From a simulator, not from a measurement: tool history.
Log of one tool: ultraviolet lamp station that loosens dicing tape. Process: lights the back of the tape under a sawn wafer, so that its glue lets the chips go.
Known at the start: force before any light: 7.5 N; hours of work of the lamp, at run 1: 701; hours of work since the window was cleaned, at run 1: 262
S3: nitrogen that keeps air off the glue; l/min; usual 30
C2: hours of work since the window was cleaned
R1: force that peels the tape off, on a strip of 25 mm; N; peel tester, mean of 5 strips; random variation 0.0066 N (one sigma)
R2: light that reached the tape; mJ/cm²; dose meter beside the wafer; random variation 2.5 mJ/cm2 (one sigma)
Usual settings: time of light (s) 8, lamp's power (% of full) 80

{"run": 1, "hour": 0.0, "time of light (s)": 8, "lamp's power (% of full)": 80, "S3": 30, "hours of work of the lamp": 701, "C2": 262, "R1": 0.352, "R2": 233}
{"run": 2, "hour": 17.6, "time of light (s)": 8, "lamp's power (% of full)": 80, "S3": 30, "hours of work of the lamp": 712, "C2": 274, "R1": 0.369, "R2": 227}
{"run": 3, "hour": 52.1, "time of light (s)": 8, "lamp's power (% of full)": 97, "S3": 30, "hours of work of the lamp": 735, "C2": 297, "R1": 0.256, "R2": 271}
{"run": 4, "hour": 74.5, "time of light (s)": 8, "lamp's power (% of full)": 97, "S3": 30, "hours of work of the lamp": 750, "C2": 311, "R1": 0.25, "R2": 269}
{"run": 5, "hour": 101.8, "time of light (s)": 8, "lamp's power (% of full)": 97, "S3": 30, "hours of work of the lamp": 768, "C2": 330, "R1": 0.252, "R2": 269}
{"run": 6, "hour": 133.1, "time of light (s)": 8, "lamp's power (% of full)": 97, "S3": 30, "hours of work of the lamp": 789, "C2": 350, "R1": 0.27, "R2": 262}
{"run": 7, "hour": 150.8, "time of light (s)": 8, "lamp's power (% of full)": 80, "S3": 30, "hours of work of the lamp": 800, "C2": 362, "R1": 0.408, "R2": 216}
{"run": 8, "hour": 172.6, "time of light (s)": 8, "lamp's power (% of full)": 69, "S3": 14, "hours of work of the lamp": 815, "C2": 376, "R1": 0.978, "R2": 185}
{"run": 9, "hour": 190.1, "time of light (s)": 8, "lamp's power (% of full)": 69, "S3": 14, "hours of work of the lamp": 826, "C2": 388, "R1": 1.0, "R2": 182}
{"run": 10, "hour": 218.3, "time of light (s)": 8, "lamp's power (% of full)": 69, "S3": 14, "hours of work of the lamp": 845, "C2": 407, "R1": 1.02, "R2": 180}
{"hour": 220.6, "done": "window cleaned of glue's vapour"}
{"run": 11, "hour": 256.0, "time of light (s)": 8, "lamp's power (% of full)": 81, "S3": 41, "hours of work of the lamp": 870, "C2": 23, "R1": 0.477, "R2": 180}
{"run": 12, "hour": 278.7, "time of light (s)": 8, "lamp's power (% of full)": 81, "S3": 41, "hours of work of the lamp": 885, "C2": 38, "R1": 0.484, "R2": 177}
{"run": 13, "hour": 316.3, "time of light (s)": 8, "lamp's power (% of full)": 80, "S3": 30, "hours of work of the lamp": 909, "C2": 63, "R1": 0.655, "R2": 172}
{"run": 14, "hour": 351.8, "time of light (s)": 9, "lamp's power (% of full)": 68, "S3": 17, "hours of work of the lamp": 933, "C2": 87, "R1": 1.122, "R2": 161}

4 ways to go on from here, each from the tool as it stands after run 14. What would each give?
{"run": "A", "hour": 391.7, "time of light (s)": 8, "lamp's power (% of full)": 84, "S3": 30, "hours of work of the lamp": 959, "C2": 113, "R1": "?", "R2": "?"}
{"run": "B", "hour": 391.7, "time of light (s)": 6, "lamp's power (% of full)": 68, "S3": 38, "hours of work of the lamp": 959, "C2": 113, "R1": "?", "R2": "?"}
{"run": "C", "hour": 391.7, "time of light (s)": 13, "lamp's power (% of full)": 79, "S3": 22, "hours of work of the lamp": 959, "C2": 113, "R1": "?", "R2": "?"}
{"run": "D", "hour": 391.7, "time of light (s)": 15, "lamp's power (% of full)": 68, "S3": 17, "hours of work of the lamp": 959, "C2": 113, "R1": "?", "R2": "?"}

run=A R1=0.623 R2=175
run=B R1=1.397 R2=107
run=C R1=0.319 R2=270
run=D R1=0.389 R2=267
Without the tool's hidden state the same runs would have given:
run=A R1=0.198 R2=307
run=B R1=0.464 R2=189
run=C R1=0.155 R2=475
run=D R1=0.161 R2=472
